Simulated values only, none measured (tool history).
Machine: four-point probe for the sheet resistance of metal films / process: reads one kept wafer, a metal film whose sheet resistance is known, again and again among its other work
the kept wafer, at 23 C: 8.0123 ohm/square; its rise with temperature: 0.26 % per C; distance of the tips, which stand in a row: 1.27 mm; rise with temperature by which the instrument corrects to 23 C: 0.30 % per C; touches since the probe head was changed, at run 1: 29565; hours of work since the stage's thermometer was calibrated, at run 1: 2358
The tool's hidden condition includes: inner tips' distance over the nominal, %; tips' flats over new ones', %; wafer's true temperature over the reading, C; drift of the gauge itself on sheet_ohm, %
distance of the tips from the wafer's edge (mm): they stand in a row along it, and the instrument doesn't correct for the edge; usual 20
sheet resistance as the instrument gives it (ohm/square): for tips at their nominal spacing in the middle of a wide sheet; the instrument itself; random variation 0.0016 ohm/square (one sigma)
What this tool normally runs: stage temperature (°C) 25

| run | hour | stage temperature (°C) | distance of the tips from the wafer's edge (mm) | touches since the probe head was changed | hours of work since the stage's thermometer was calibrated | sheet resistance as the instrument gives it (ohm/square) |
|---|---|---|---|---|---|---|
| 1 | 0.0 | 25 | 20 | 29565 | 2358 | 7.991947 |
| 2 | 115.3 | 28 | 20 | 30574 | 2406 | 7.982537 |
| 3 | 189.8 | 28 | 20 | 31226 | 2438 | 7.980454 |
| 4 | 294.4 | 28 | 20 | 32142 | 2482 | 7.980154 |
| 5 | 407.1 | 28 | 20 | 33129 | 2530 | 7.980545 |
| 6 | 513.7 | 28 | 20 | 34062 | 2575 | 7.981444 |
| 7 | 572.5 | 28 | 20 | 34576 | 2600 | 7.980181 |
| 8 | 656.2 | 25 | 5 | 35309 | 2636 | 8.241940 |
| 9 | 777.2 | 25 | 5 | 36369 | 2687 | 8.237920 |
| 10 | 882.3 | 25 | 5 | 37289 | 2731 | 8.239916 |
| 11 | 968.1 | 25 | 3 | 38039 | 2768 | 8.669466 |
| 12 | 1019.7 | 25 | 3 | 38492 | 2790 | 8.666924 |
| 13 | 1073.8 | 29 | 20 | 38965 | 2813 | 7.978634 |
| 14 | 1158.5 | 20 | 44 | 39707 | 2849 | 7.989812 |
| 15 | 1257.5 | 20 | 44 | 40574 | 2891 | 7.988794 |
|  | 1269.1 | stage's thermometer calibrated |
| 16 | 1328.3 | 20 | 5 | 41189 | 25 | 8.258713 |
| 17 | 1421.7 | 19 | 6 | 42007 | 65 | 8.180243 |
| 18 | 1491.1 | 27 | 21 | 42614 | 94 | 7.982663 |
|  | 1520.2 | stage's thermometer calibrated, once more |
| 19 | 1571.2 | 34 | 6 | 43310 | 22 | 8.115378 |
| 20 | 1661.7 | 18 | 14 | 44103 | 60 | 8.016696 |
| 21 | 1741.3 | 31 | 15 | 44800 | 94 | 7.967799 |
| 22 | 1810.4 | 31 | 15 | 45405 | 123 | 7.968604 |
| 23 | 1932.4 | 31 | 15 | 46473 | 175 | 7.965510 |
| 24 | 2049.0 | 34 | 29 | 47494 | 224 | 7.933529 |
| 25 | 2147.0 | 34 | 29 | 48351 | 266 | 7.933932 |
| 26 | 2241.7 | 21 | 7 | 49180 | 306 | 8.108059 |

Below, some changes in sheet resistance as the instrument gives it (ohm/square) between adjacent runs. For each, the amount present without the hidden state too (settings, incoming material, random variation) and the amount remaining for the hidden state with gauge scatter not shared by both compared results:
Run 10 -> 11: distance of the tips from the wafer's edge (mm) 5 -> 3. sheet resistance as the instrument gives it (ohm/square) +0.429550: hidden state -0.002055, all else +0.431605.
Run 12 -> 13: stage temperature (°C) 25 -> 29, distance of the tips from the wafer's edge (mm) 3 -> 20. sheet resistance as the instrument gives it (ohm/square) -0.688290: hidden state +0.002237, all else -0.690527.
Run 18 -> 19: stage temperature (°C) 27 -> 34, distance of the tips from the wafer's edge (mm) 21 -> 6, stage's thermometer calibrated, once more. sheet resistance as the instrument gives it (ohm/square) +0.132715: hidden state -0.013898, all else +0.146613.

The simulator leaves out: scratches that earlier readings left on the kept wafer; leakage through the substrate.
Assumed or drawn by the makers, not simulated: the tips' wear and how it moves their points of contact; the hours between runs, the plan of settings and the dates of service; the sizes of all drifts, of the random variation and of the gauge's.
